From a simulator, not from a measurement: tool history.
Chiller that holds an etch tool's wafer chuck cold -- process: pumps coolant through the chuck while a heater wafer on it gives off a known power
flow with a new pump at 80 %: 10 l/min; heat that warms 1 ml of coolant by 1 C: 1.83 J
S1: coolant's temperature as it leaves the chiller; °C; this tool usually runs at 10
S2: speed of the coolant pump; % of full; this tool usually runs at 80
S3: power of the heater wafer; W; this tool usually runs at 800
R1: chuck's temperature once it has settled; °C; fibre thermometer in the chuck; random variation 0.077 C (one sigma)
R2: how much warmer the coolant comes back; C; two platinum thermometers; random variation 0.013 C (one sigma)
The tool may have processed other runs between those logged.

{"run": 1, "hour": 0.0, "S1": 10, "S2": 80, "S3": 800, "R1": 16.87, "R2": 2.78}
{"run": 2, "hour": 155.2, "S1": 10, "S2": 80, "S3": 800, "R1": 16.85, "R2": 2.81}
{"run": 3, "hour": 288.5, "S1": 10, "S2": 80, "S3": 800, "R1": 16.92, "R2": 2.82}
{"hour": 322.9, "done": "coolant changed, channels flushed"}
{"run": 4, "hour": 362.6, "S1": 10, "S2": 80, "S3": 800, "R1": 15.76, "R2": 2.8}
{"run": 5, "hour": 448.5, "S1": 10, "S2": 91, "S3": 800, "R1": 14.94, "R2": 2.47}
{"run": 6, "hour": 579.8, "S1": 10, "S2": 80, "S3": 800, "R1": 15.67, "R2": 2.83}
{"run": 7, "hour": 693.2, "S1": 10, "S2": 80, "S3": 1110, "R1": 18.04, "R2": 3.91}
{"hour": 756.4, "done": "chiller's thermometer calibrated"}
{"run": 8, "hour": 808.9, "S1": 19, "S2": 80, "S3": 1110, "R1": 27.24, "R2": 3.93}
{"run": 9, "hour": 948.7, "S1": 19, "S2": 80, "S3": 1110, "R1": 27.32, "R2": 3.94}
{"run": 10, "hour": 1059.6, "S1": 10, "S2": 80, "S3": 601, "R1": 14.6, "R2": 2.13}
{"run": 11, "hour": 1142.3, "S1": 10, "S2": 80, "S3": 601, "R1": 14.6, "R2": 2.15}
{"run": 12, "hour": 1236.1, "S1": 10, "S2": 80, "S3": 601, "R1": 14.63, "R2": 2.15}
{"run": 13, "hour": 1386.0, "S1": 10, "S2": 80, "S3": 800, "R1": 16.25, "R2": 2.86}
{"run": 14, "hour": 1537.9, "S1": 10, "S2": 80, "S3": 800, "R1": 16.13, "R2": 2.87}
{"hour": 1674.1, "done": "coolant pump overhauled"}
{"run": 15, "hour": 1694.1, "S1": 10, "S2": 80, "S3": 800, "R1": 16.43, "R2": 3.06}
{"run": 16, "hour": 1823.6, "S1": 4, "S2": 80, "S3": 800, "R1": 10.57, "R2": 3.07}
{"run": 17, "hour": 1976.3, "S1": 4, "S2": 80, "S3": 800, "R1": 10.62, "R2": 3.06}
{"run": 18, "hour": 2085.8, "S1": 4, "S2": 80, "S3": 800, "R1": 10.56, "R2": 3.09}
{"run": 19, "hour": 2156.3, "S1": 4, "S2": 80, "S3": 800, "R1": 10.75, "R2": 3.07}
{"run": 20, "hour": 2303.5, "S1": 7, "S2": 80, "S3": 800, "R1": 13.72, "R2": 3.08}
{"run": 21, "hour": 2423.5, "S1": 6, "S2": 80, "S3": 800, "R1": 12.68, "R2": 3.07}
{"hour": 2560.1, "done": "coolant pump overhauled, once more"}
{"run": 22, "hour": 2566.2, "S1": 7, "S2": 87, "S3": 571, "R1": 10.97, "R2": 1.72}
{"run": 23, "hour": 2714.3, "S1": 5, "S2": 80, "S3": 1180, "R1": 13.7, "R2": 3.9}
{"run": 24, "hour": 2847.1, "S1": 5, "S2": 80, "S3": 1180, "R1": 13.57, "R2": 3.9}
{"run": 25, "hour": 2979.3, "S1": 5, "S2": 80, "S3": 934, "R1": 12.03, "R2": 3.09}
{"run": 26, "hour": 3098.7, "S1": 5, "S2": 80, "S3": 934, "R1": 11.96, "R2": 3.08}
{"run": 27, "hour": 3190.7, "S1": 19, "S2": 80, "S3": 948, "R1": 25.95, "R2": 3.15}
{"run": 28, "hour": 3275.9, "S1": 14, "S2": 71, "S3": 642, "R1": 19.3, "R2": 2.4}
{"run": 29, "hour": 3370.9, "S1": 19, "S2": 70, "S3": 876, "R1": 26.36, "R2": 3.34}
{"run": 30, "hour": 3514.6, "S1": 2, "S2": 80, "S3": 746, "R1": 7.44, "R2": 2.48}
{"run": 31, "hour": 3579.0, "S1": 6, "S2": 75, "S3": 419, "R1": 9.32, "R2": 1.49}

What would each run have given without the hidden state, its run-to-run variation left as it was?
Hidden state at play: heat passed by the chuck's channels, % of clean ones'; flow at a given pump speed, % of a new pump's; coolant's true temperature over the reading, C; drift of the gauge itself on chuck_c, C; drift of the gauge itself on warmer_back_c, C.
run=1 R1=15.53 R2=2.6
run=2 R1=15.46 R2=2.62
run=3 R1=15.49 R2=2.63
run=4 R1=15.46 R2=2.61
run=5 R1=14.67 R2=2.3
run=6 R1=15.33 R2=2.63
run=7 R1=17.5 R2=3.62
run=8 R1=26.51 R2=3.64
run=9 R1=26.55 R2=3.64
run=10 R1=14.16 R2=1.96
run=11 R1=14.15 R2=1.98
run=12 R1=14.16 R2=1.97
run=13 R1=15.6 R2=2.63
run=14 R1=15.45 R2=2.63
run=15 R1=15.35 R2=2.63
run=16 R1=9.47 R2=2.64
run=17 R1=9.49 R2=2.62
run=18 R1=9.41 R2=2.64
run=19 R1=9.57 R2=2.62
run=20 R1=12.51 R2=2.62
run=21 R1=11.45 R2=2.61
run=22 R1=10.78 R2=1.72
run=23 R1=13.15 R2=3.89
run=24 R1=12.98 R2=3.88
run=25 R1=11.54 R2=3.07
run=26 R1=11.44 R2=3.06
run=27 R1=25.41 R2=3.12
run=28 R1=18.89 R2=2.37
run=29 R1=25.73 R2=3.31
run=30 R1=6.97 R2=2.45
run=31 R1=9.08 R2=1.47
